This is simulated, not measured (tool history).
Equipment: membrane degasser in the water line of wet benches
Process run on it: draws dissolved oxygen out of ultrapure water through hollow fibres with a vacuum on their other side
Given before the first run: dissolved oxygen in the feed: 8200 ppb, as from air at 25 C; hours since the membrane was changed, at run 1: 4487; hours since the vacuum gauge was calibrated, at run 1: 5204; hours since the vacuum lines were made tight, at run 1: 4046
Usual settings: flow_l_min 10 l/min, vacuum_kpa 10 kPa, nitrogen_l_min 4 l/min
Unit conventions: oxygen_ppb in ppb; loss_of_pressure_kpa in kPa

| run | day | flow_l_min | vacuum_kpa | nitrogen_l_min | hours since the membrane was changed | hours since the vacuum gauge was calibrated | hours since the vacuum lines were made tight | oxygen_ppb | loss_of_pressure_kpa |
|---|---|---|---|---|---|---|---|---|---|
| 1 | 0 | 10 | 10 | 4 | 4487 | 5204 | 4046 | 54.6 | 39.59 |
| 2 | 4.746 | 10 | 10 | 4 | 4601 | 5318 | 4159 | 53.7 | 39.55 |
| 3 | 8.958 | 10 | 10 | 4 | 4702 | 5419 | 4261 | 53.1 | 39.53 |
|  | 13.829 | seals of the vacuum lines changed |
| 4 | 14.021 | 10 | 10 | 4 | 4821 | 5539 | 5 | 54.6 | 39.64 |
| 5 | 17.167 | 10 | 10 | 8.71 | 4897 | 5614 | 80 | 31.6 | 39.69 |
| 6 | 21.45 | 10 | 10 | 8.71 | 4999 | 5717 | 183 | 30.9 | 39.67 |
| 7 | 28.762 | 10 | 10 | 8.71 | 5175 | 5893 | 358 | 32.6 | 39.48 |
| 8 | 32.412 | 8 | 10 | 4 | 5263 | 5980 | 446 | 41 | 31.56 |
| 9 | 37.175 | 10 | 11.4 | 4 | 5377 | 6094 | 560 | 61.7 | 39.42 |
|  | 39.254 | vacuum gauge calibrated |
| 10 | 42.379 | 8 | 10 | 4 | 5501 | 75 | 685 | 41 | 31.66 |
| 11 | 49.629 | 10 | 10 | 4 | 5675 | 249 | 859 | 54.2 | 39.76 |
| 12 | 52.85 | 10 | 10 | 4 | 5753 | 326 | 936 | 54.6 | 40.05 |
| 13 | 58.667 | 10 | 10 | 4 | 5892 | 466 | 1076 | 54.5 | 39.81 |
| 14 | 65.475 | 10 | 10 | 4 | 6056 | 629 | 1239 | 54.3 | 40.01 |
| 15 | 69.662 | 16 | 10 | 4 | 6156 | 730 | 1340 | 100.4 | 63.63 |
| 16 | 76.983 | 16 | 10 | 4 | 6332 | 906 | 1515 | 102.3 | 63.9 |
| 17 | 81.996 | 15 | 13.3 | 2.56 | 6452 | 1026 | 1636 | 169.3 | 59.73 |
| 18 | 86.679 | 15 | 13.3 | 2.56 | 6565 | 1138 | 1748 | 167.6 | 60.12 |
| 19 | 89.767 | 10 | 12.7 | 2.11 | 6639 | 1212 | 1822 | 120.8 | 40.33 |
| 20 | 96.817 | 10 | 12.7 | 2.11 | 6808 | 1382 | 1991 | 120.5 | 39.83 |
| 21 | 102.367 | 15 | 9 | 4 | 6941 | 1515 | 2124 | 80.6 | 60.03 |
| 22 | 105.917 | 8 | 9 | 3.16 | 7026 | 1600 | 2210 | 44.1 | 32.06 |
| 23 | 112.883 | 7 | 10.4 | 5.75 | 7193 | 1767 | 2377 | 27.2 | 28.2 |
| 24 | 119.225 | 16 | 11.3 | 2.08 | 7346 | 1919 | 2529 | 177 | 64.44 |
| 25 | 123.954 | 12 | 6.3 | 4.68 | 7459 | 2033 | 2643 | 37.6 | 48.33 |
| 26 | 129.904 | 12 | 6.3 | 4.68 | 7602 | 2176 | 2785 | 37.3 | 48.62 |
| 27 | 133.262 | 8 | 24.2 | 9.3 | 7683 | 2256 | 2866 | 53.5 | 32.19 |
| 28 | 136.512 | 10 | 13.6 | 8.5 | 7760 | 2334 | 2944 | 42.8 | 40.67 |
| 29 | 143.971 | 13 | 10 | 1.93 | 7939 | 2513 | 3123 | 131.4 | 53.13 |
|  | 146.179 | gauge calibrated |
| 30 | 148.996 | 11 | 10 | 2.14 | 8060 | 2634 | 3244 | 100.5 | 43.26 |
| 31 | 153.588 | 7 | 10 | 4 | 8170 | 2744 | 3354 | 34.2 | 27.6 |
| 32 | 160.379 | 7 | 10 | 4 | 8333 | 2907 | 3517 | 34 | 27.66 |

Forecast each of these 4 alternatives for the next run:
| A | 163.496 | 7 | 10 | 9.58 | 8408 | 2982 | 3592 | ? | ? |
| B | 163.496 | 15 | 17 | 4 | 8408 | 2982 | 3592 | ? | ? |
| C | 163.496 | 9 | 10 | 4 | 8408 | 2982 | 3592 | ? | ? |
| D | 163.496 | 16 | 10 | 2.62 | 8408 | 2982 | 3592 | ? | ? |

| run | oxygen_ppb | loss_of_pressure_kpa |
|---|---|---|
| A | 17.7 | 27.78 |
| B | 152.5 | 59.27 |
| C | 47.5 | 35.64 |
| D | 131.7 | 63.64 |
Stripped of hidden state, with their random variation kept, the same runs would have yielded:
| run | oxygen_ppb | loss_of_pressure_kpa |
|---|---|---|
| A | 17.7 | 27.65 |
| B | 152.1 | 58.99 |
| C | 47.3 | 35.47 |
| D | 131.3 | 63.34 |
